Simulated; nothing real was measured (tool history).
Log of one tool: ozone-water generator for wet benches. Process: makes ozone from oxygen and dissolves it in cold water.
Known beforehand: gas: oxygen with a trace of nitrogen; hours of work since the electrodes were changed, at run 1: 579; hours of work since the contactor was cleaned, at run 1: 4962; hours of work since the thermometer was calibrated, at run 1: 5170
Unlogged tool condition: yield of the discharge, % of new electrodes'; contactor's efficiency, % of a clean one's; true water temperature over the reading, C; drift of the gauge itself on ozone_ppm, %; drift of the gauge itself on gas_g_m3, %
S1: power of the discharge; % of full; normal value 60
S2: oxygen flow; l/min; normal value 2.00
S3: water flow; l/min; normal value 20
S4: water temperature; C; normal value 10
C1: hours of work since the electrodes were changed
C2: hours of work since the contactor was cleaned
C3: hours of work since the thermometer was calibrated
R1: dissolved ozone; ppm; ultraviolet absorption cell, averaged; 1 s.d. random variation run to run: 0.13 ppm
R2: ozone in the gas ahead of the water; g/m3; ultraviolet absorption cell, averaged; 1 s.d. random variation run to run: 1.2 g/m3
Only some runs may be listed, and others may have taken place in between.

Run 1, hour 0.0: usual settings; C1 579; C2 4962; C3 5170. Result: R1 13.3 ppm, R2 214.0 g/m3.
Run 2, hour 46.4: usual settings; C1 626; C2 5008; C3 5216. Result: R1 13.4 ppm, R2 213.6 g/m3.
Run 3, hour 69.0: usual settings; C1 648; C2 5031; C3 5239. Result: R1 13.3 ppm, R2 213.1 g/m3.
Run 4, hour 97.5: usual settings; C1 677; C2 5059; C3 5267. Result: R1 13.2 ppm, R2 213.2 g/m3.
Run 5, hour 135.0: usual settings but S2 2.46 l/min; C1 714; C2 5097; C3 5305. Result: R1 14.5 ppm, R2 202.9 g/m3.
Run 6, hour 167.7: usual settings but S2 2.46 l/min; C1 747; C2 5129; C3 5338. Result: R1 14.6 ppm, R2 198.2 g/m3.
Run 7, hour 211.8: usual settings; C1 791; C2 5173; C3 5382. Result: R1 13.5 ppm, R2 213.5 g/m3.
Run 8, hour 240.8: usual settings but S1 89 % of full; C1 820; C2 5202; C3 5411. Result: R1 18.6 ppm, R2 294.1 g/m3.
Run 9, hour 261.9: usual settings but S1 89 % of full; C1 841; C2 5223; C3 5432. Result: R1 18.5 ppm, R2 294.6 g/m3.
At hour 268.3: contactor cleaned.
Run 10, hour 297.2: usual settings but S1 47 % of full; C1 872; C2 29; C3 5463. Result: R1 10.8 ppm, R2 174.2 g/m3.
Run 11, hour 318.4: usual settings but S1 47 % of full, S4 11 C; C1 894; C2 50; C3 5484. Result: R1 10.6 ppm, R2 174.3 g/m3.
Run 12, hour 351.8: usual settings but S1 47 % of full, S4 11 C; C1 927; C2 83; C3 5518. Result: R1 10.9 ppm, R2 175.2 g/m3.
Run 13, hour 378.8: usual settings but S2 1.83 l/min; C1 954; C2 110; C3 5545. Result: R1 12.7 ppm, R2 216.6 g/m3.
Run 14, hour 424.0: usual settings but S4 9 C; C1 999; C2 156; C3 5590. Result: R1 13.1 ppm, R2 213.6 g/m3.
At hour 443.0: water thermometer calibrated.
Run 15, hour 451.8: usual settings; C1 1026; C2 183; C3 9. Result: R1 13.4 ppm, R2 213.5 g/m3.
Run 16, hour 489.6: usual settings; C1 1064; C2 221; C3 47. Result: R1 13.1 ppm, R2 209.2 g/m3.
At hour 522.1: contactor cleaned, once more.
Run 17, hour 538.7: usual settings but S1 57 % of full, S2 2.30 l/min, S3 12 l/min; C1 1109; C2 17; C3 92. Result: R1 21.6 ppm, R2 191.3 g/m3.
Run 18, hour 579.6: usual settings but S1 52 % of full, S2 3.45 l/min; C1 1150; C2 58; C3 133. Result: R1 15.0 ppm, R2 158.2 g/m3.
Run 19, hour 604.8: usual settings but S1 50 % of full, S2 3.19 l/min, S4 7 C; C1 1175; C2 83; C3 158. Result: R1 14.3 ppm, R2 158.0 g/m3.
Run 20, hour 624.2: usual settings but S2 1.06 l/min, S4 5 C; C1 1195; C2 102; C3 177. Result: R1 9.8 ppm, R2 261.6 g/m3.
Run 21, hour 670.3: usual settings but S1 90 % of full, S4 15 C; C1 1241; C2 148; C3 223. Result: R1 17.9 ppm, R2 291.9 g/m3.
Run 22, hour 704.7: usual settings but S1 62 % of full, S2 2.66 l/min; C1 1275; C2 183; C3 258. Result: R1 15.6 ppm, R2 199.3 g/m3.
Run 23, hour 740.8: usual settings but S1 77 % of full, S2 1.20 l/min; C1 1311; C2 219; C3 294. Result: R1 12.9 ppm, R2 305.0 g/m3.
Run 24, hour 764.2: usual settings but S1 77 % of full, S2 1.20 l/min; C1 1335; C2 242; C3 317. Result: R1 12.9 ppm, R2 307.7 g/m3.

Run 25, settings as shown, results not yet in. Your forecast:
Run 25, hour 783.7: usual settings but S1 69 % of full, S2 1.35 l/min, S3 21 l/min, S4 11 C; C1 1354; C2 262; C3 337. Result: R1 ?, R2 ?.

R1: 11.8 ppm
R2: 270.9 g/m3
Without the tool's hidden state the same run would have given R1 12.2 ppm, R2 278.7 g/m3.
